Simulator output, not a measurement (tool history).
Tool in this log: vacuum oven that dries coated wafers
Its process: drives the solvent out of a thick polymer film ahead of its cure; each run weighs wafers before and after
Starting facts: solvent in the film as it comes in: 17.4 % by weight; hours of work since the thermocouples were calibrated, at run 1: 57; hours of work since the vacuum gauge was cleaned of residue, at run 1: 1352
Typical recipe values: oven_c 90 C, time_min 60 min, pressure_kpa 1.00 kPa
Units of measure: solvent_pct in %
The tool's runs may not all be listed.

| run | hour | oven_c | time_min | pressure_kpa | hours of work since the thermocouples were calibrated | hours of work since the vacuum gauge was cleaned of residue | solvent_pct |
|---|---|---|---|---|---|---|---|
| 1 | 0.0 | 90 | 60 | 1.00 | 57 | 1352 | 1.31 |
| 2 | 41.3 | 90 | 60 | 0.75 | 90 | 1385 | 1.19 |
| 3 | 76.4 | 90 | 60 | 1.00 | 118 | 1413 | 1.31 |
| 4 | 130.0 | 90 | 60 | 1.00 | 161 | 1456 | 1.32 |
| 5 | 178.9 | 90 | 60 | 1.00 | 200 | 1495 | 1.32 |
| 6 | 209.4 | 90 | 30 | 1.00 | 224 | 1520 | 3.99 |
| 7 | 251.1 | 90 | 60 | 1.00 | 258 | 1553 | 1.33 |
| 8 | 298.3 | 90 | 60 | 1.00 | 295 | 1591 | 1.31 |
| 9 | 330.8 | 90 | 30 | 1.00 | 321 | 1617 | 3.98 |
| 10 | 357.9 | 90 | 30 | 1.00 | 343 | 1638 | 3.96 |
| 11 | 388.2 | 90 | 30 | 1.00 | 367 | 1662 | 3.99 |
| 12 | 429.7 | 90 | 95 | 1.00 | 400 | 1696 | 0.57 |
| 13 | 460.4 | 90 | 95 | 1.00 | 425 | 1720 | 0.58 |
| 14 | 490.0 | 90 | 95 | 1.00 | 449 | 1744 | 0.54 |
| 15 | 548.8 | 90 | 95 | 1.00 | 496 | 1791 | 0.53 |
| 16 | 573.5 | 90 | 60 | 0.87 | 515 | 1811 | 1.27 |
| 17 | 601.7 | 90 | 36 | 0.87 | 538 | 1833 | 3.10 |
| 18 | 657.0 | 95 | 36 | 0.87 | 582 | 1877 | 1.89 |
| 19 | 688.6 | 95 | 36 | 0.87 | 607 | 1903 | 1.87 |
| 20 | 723.5 | 90 | 60 | 1.00 | 635 | 1930 | 1.33 |
| 21 | 782.5 | 90 | 60 | 1.00 | 682 | 1978 | 1.31 |
| 22 | 820.9 | 90 | 60 | 0.94 | 713 | 2008 | 1.29 |
| 23 | 852.9 | 87 | 60 | 1.00 | 739 | 2034 | 1.86 |
| 24 | 897.6 | 90 | 106 | 1.00 | 774 | 2070 | 0.43 |
| 25 | 952.6 | 99 | 60 | 0.92 | 818 | 2114 | 0.35 |
| 26 | 997.9 | 90 | 79 | 1.04 | 855 | 2150 | 0.76 |
| 27 | 1029.4 | 80 | 79 | 0.82 | 880 | 2175 | 2.48 |
| 28 | 1060.9 | 80 | 79 | 0.82 | 905 | 2200 | 2.49 |
| 29 | 1113.8 | 88 | 60 | 2.22 | 947 | 2242 | 2.07 |
| 30 | 1170.6 | 78 | 60 | 2.47 | 993 | 2288 | 4.99 |
| 31 | 1216.0 | 77 | 84 | 2.88 | 1029 | 2324 | 4.02 |
| 32 | 1243.2 | 80 | 37 | 1.90 | 1051 | 2346 | 6.44 |
| 33 | 1279.2 | 80 | 37 | 1.90 | 1079 | 2375 | 6.39 |
| 34 | 1316.0 | 94 | 37 | 1.90 | 1109 | 2404 | 2.25 |
|  | 1336.4 | oven's thermocouples calibrated |
| 35 | 1370.0 | 87 | 37 | 1.21 | 27 | 2446 | 3.94 |
| 36 | 1409.8 | 87 | 37 | 1.21 | 59 | 2477 | 3.93 |
| 37 | 1464.8 | 98 | 37 | 1.21 | 103 | 2521 | 1.29 |
| 38 | 1525.2 | 79 | 55 | 1.21 | 151 | 2570 | 4.57 |
| 39 | 1558.2 | 94 | 36 | 2.29 | 177 | 2596 | 2.47 |
| 40 | 1605.2 | 97 | 44 | 1.17 | 215 | 2634 | 1.05 |
| 41 | 1659.4 | 97 | 44 | 1.60 | 258 | 2677 | 1.13 |
| 42 | 1691.1 | 90 | 47 | 3.89 | 283 | 2702 | 2.93 |
| 43 | 1733.8 | 100 | 78 | 3.89 | 318 | 2736 | 0.92 |
| 44 | 1787.5 | 100 | 78 | 3.89 | 361 | 2779 | 0.94 |
| 45 | 1842.8 | 88 | 60 | 1.00 | 405 | 2824 | 1.66 |
| 46 | 1883.3 | 104 | 67 | 0.86 | 437 | 2856 | 0.21 |
| 47 | 1929.2 | 104 | 67 | 0.86 | 474 | 2893 | 0.21 |
| 48 | 1983.2 | 104 | 67 | 0.86 | 517 | 2936 | 0.20 |

Alternative continuations, all from the tool just after run 48; predict every row:
| A | 2032.9 | 76 | 60 | 0.73 | 557 | 2975 | ? |
| B | 2032.9 | 104 | 98 | 1.62 | 557 | 2975 | ? |
| C | 2032.9 | 90 | 60 | 1.16 | 557 | 2975 | ? |

| run | solvent_pct |
|---|---|
| A | 4.96 |
| B | 0.32 |
| C | 1.36 |
With no hidden state in the tool, these same runs would have given:
| run | solvent_pct |
|---|---|
| A | 4.96 |
| B | 0.31 |
| C | 1.36 |
